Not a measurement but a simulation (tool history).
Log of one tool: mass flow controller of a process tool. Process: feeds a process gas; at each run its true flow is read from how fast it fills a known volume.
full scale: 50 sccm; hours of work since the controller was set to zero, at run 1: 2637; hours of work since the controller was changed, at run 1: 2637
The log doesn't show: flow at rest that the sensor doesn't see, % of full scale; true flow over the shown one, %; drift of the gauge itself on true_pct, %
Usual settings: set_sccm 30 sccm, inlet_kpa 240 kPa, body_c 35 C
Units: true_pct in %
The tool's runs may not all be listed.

run	day	set_sccm	inlet_kpa	body_c	hours of work since the controller was set to zero	hours of work since the controller was changed	true_pct
1	0.000	30	240	35	2637	2637	96.61
2	3.875	30	240	35	2689	2689	96.78
3	6.004	30	240	35	2717	2717	96.64
4	8.033	34	240	35	2745	2745	97.02
5	10.317	34	240	35	2775	2775	97.01
6	13.971	30	240	35	2824	2824	96.58
7	16.125	30	240	36	2853	2853	96.39
8	19.262	30	240	36	2895	2895	96.52
9	22.338	30	240	36	2936	2936	96.41
10	24.883	16	240	35	2970	2970	95.15
11	28.379	16	240	35	3016	3016	95.23
12	30.721	30	240	35	3048	3048	96.54
13	33.629	30	240	35	3087	3087	96.55
14	36.642	30	239	35	3127	3127	96.68
15	39.917	30	240	35	3171	3171	96.49
16	42.229	30	240	35	3202	3202	96.62
17	44.125	30	240	35	3227	3227	96.44
18	46.608	30	240	35	3260	3260	96.40
19	49.108	6	240	35	3293	3293	92.97
20	51.000	6	240	35	3319	3319	92.86
21	53.171	30	240	24	3348	3348	97.67
22	56.000	30	240	24	3386	3386	97.65
23	59.496	30	240	24	3432	3432	97.56
24	61.942	30	157	35	3465	3465	96.69
25	64.900	30	157	35	3505	3505	96.75
26	68.846	18	240	38	3557	3557	94.85
27	71.929	44	256	36	3598	3598	97.27
28	75.992	33	183	24	3653	3653	97.97
29	79.400	7	240	29	3698	3698	93.54
30	83.000	7	240	29	3746	3746	93.49
31	85.842	13	240	32	3784	3784	94.73
32	89.362	13	152	40	3831	3831	94.32
33	91.217	13	152	40	3856	3856	94.22
34	93.292	13	152	40	3884	3884	94.31
35	95.996	12	186	33	3920	3920	94.67
36	100.046	12	186	33	3974	3974	94.52
37	103.688	12	186	33	4023	4023	94.50
38	105.996	12	186	33	4054	4054	94.50
39	108.746	27	187	28	4090	4090	96.94
40	111.233	27	190	28	4124	4124	96.80
41	113.158	44	251	27	4149	4149	98.13
42	114.812	25	251	27	4172	4172	96.57
43	116.571	25	251	27	4195	4195	96.44
44	120.104	12	173	26	4242	4242	95.24
45	121.954	28	167	26	4267	4267	97.18
46	124.575	10	240	24	4302	4302	94.80
47	126.854	30	231	35	4332	4332	96.04

Hidden state or all else? Some run-to-run changes of true_pct, split into what the settings, what came in and random variation would give without the hidden state, and what is left for the hidden state (with any gauge scatter that isn't in both results):
Run 18 -> 19: set_sccm 30 -> 6. true_pct -3.43 %: hidden state -1.99, all else -1.44.
Run 20 -> 21: set_sccm 6 -> 30, body_c 35 -> 24. true_pct +4.81 %: hidden state +2.00, all else +2.81.
Run 28 -> 29: set_sccm 33 -> 7, inlet_kpa 183 -> 240, body_c 24 -> 29. true_pct -4.43 %: hidden state -1.87, all else -2.56.

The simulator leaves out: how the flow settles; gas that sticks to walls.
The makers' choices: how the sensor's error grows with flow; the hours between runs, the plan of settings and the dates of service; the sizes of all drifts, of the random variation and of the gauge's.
